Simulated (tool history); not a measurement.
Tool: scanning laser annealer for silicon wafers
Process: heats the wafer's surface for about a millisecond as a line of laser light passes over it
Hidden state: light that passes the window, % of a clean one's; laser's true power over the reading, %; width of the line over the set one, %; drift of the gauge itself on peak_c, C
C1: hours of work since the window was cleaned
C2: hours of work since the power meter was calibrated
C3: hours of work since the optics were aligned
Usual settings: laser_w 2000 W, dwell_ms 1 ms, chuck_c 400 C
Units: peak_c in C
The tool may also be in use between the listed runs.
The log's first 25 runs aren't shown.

Run 26, day 20.071: usual settings but laser_w 2112 W, dwell_ms 1.11 ms, chuck_c 409 C; C1 524; C2 563; C3 154. Result: peak_c 1233 C.
Run 27, day 21.058: usual settings but dwell_ms 1.03 ms, chuck_c 403 C; C1 540; C2 579; C3 170. Result: peak_c 1141 C.
Run 28, day 21.825: usual settings but laser_w 1760 W, dwell_ms 1.03 ms, chuck_c 403 C; C1 553; C2 592; C3 183. Result: peak_c 1043 C.
Run 29, day 22.825: usual settings but laser_w 1760 W, dwell_ms 1.03 ms, chuck_c 403 C; C1 570; C2 609; C3 200. Result: peak_c 1042 C.
Run 30, day 23.392: usual settings but laser_w 1760 W, dwell_ms 1.03 ms, chuck_c 403 C; C1 579; C2 618; C3 209. Result: peak_c 1039 C.
Run 31, day 23.867: usual settings but laser_w 1760 W, dwell_ms 1.23 ms, chuck_c 371 C; C1 587; C2 626; C3 217. Result: peak_c 1077 C.
Run 32, day 24.421: usual settings but dwell_ms 1.13 ms, chuck_c 414 C; C1 596; C2 635; C3 226. Result: peak_c 1191 C.
Run 33, day 25.354: usual settings but laser_w 2194 W, dwell_ms 1.13 ms, chuck_c 423 C; C1 612; C2 651; C3 242. Result: peak_c 1289 C.
Run 34, day 26.254: usual settings but laser_w 1713 W, dwell_ms 1.14 ms, chuck_c 435 C; C1 627; C2 666; C3 257. Result: peak_c 1091 C.
Run 35, day 27.258: usual settings but laser_w 1792 W, dwell_ms 0.93 ms, chuck_c 364 C; C1 644; C2 683; C3 274. Result: peak_c 969 C.
Run 36, day 27.975: usual settings but laser_w 1930 W, dwell_ms 0.79 ms, chuck_c 425 C; C1 656; C2 695; C3 286. Result: peak_c 1027 C.
Run 37, day 28.792: usual settings but laser_w 1990 W, dwell_ms 1.06 ms; C1 669; C2 708; C3 299. Result: peak_c 1142 C.
Run 38, day 29.35: usual settings but dwell_ms 0.91 ms; C1 679; C2 718; C3 309. Result: peak_c 1077 C.
Run 39, day 30.412: usual settings but laser_w 1824 W, dwell_ms 1.18 ms; C1 696; C2 735; C3 326. Result: peak_c 1113 C.
Run 40, day 30.883: usual settings but laser_w 2031 W, dwell_ms 0.88 ms, chuck_c 393 C; C1 704; C2 743; C3 334. Result: peak_c 1064 C.
Run 41, day 31.442: usual settings but laser_w 2031 W, dwell_ms 0.88 ms, chuck_c 393 C; C1 714; C2 753; C3 343. Result: peak_c 1069 C.

3 ways to go on from here, each from the tool as it stands after run 41. What would each give?
Run A, day 32.333: usual settings but laser_w 2032 W, dwell_ms 1.12 ms; C1 728; C2 767; C3 358. Result: peak_c ?.
Run B, day 32.333: usual settings but dwell_ms 1.08 ms; C1 728; C2 767; C3 358. Result: peak_c ?.
Run C, day 32.333: usual settings but laser_w 2052 W, dwell_ms 0.88 ms, chuck_c 377 C; C1 728; C2 767; C3 358. Result: peak_c ?.

run  peak_c
  A    1183
  B    1151
  C    1060
Without the tool's hidden state the same runs would have given:
run  peak_c
  A    1224
  B    1190
  C    1096
